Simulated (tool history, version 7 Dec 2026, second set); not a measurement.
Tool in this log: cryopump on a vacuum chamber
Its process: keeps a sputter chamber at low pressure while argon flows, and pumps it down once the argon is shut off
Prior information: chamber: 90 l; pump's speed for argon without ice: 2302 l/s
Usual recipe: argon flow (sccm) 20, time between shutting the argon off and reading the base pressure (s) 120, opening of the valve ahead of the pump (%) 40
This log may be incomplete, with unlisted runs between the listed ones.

run	hour	argon flow (sccm)	time between shutting the argon off and reading the base pressure (s)	opening of the valve ahead of the pump (%)	pressure while argon flows (Pa)	pressure after the wait (uPa)
1	0.0	20	120	40	0.0370	1.28
2	109.4	20	120	40	0.0376	1.31
3	228.1	20	120	40	0.0376	1.33
4	336.7	12	120	40	0.0226	1.33
5	429.5	20	120	40	0.0389	1.41
6	481.2	20	120	40	0.0387	1.40

Estimate the outcome of run 7 from the log above:
7	561.1	24	76	44	?	?

pressure while argon flows (Pa): 0.0424
pressure after the wait (uPa): 1.73
Had the tool carried no hidden state, the very same run would have given pressure while argon flows (Pa) 0.0402, pressure after the wait (uPa) 0.96.
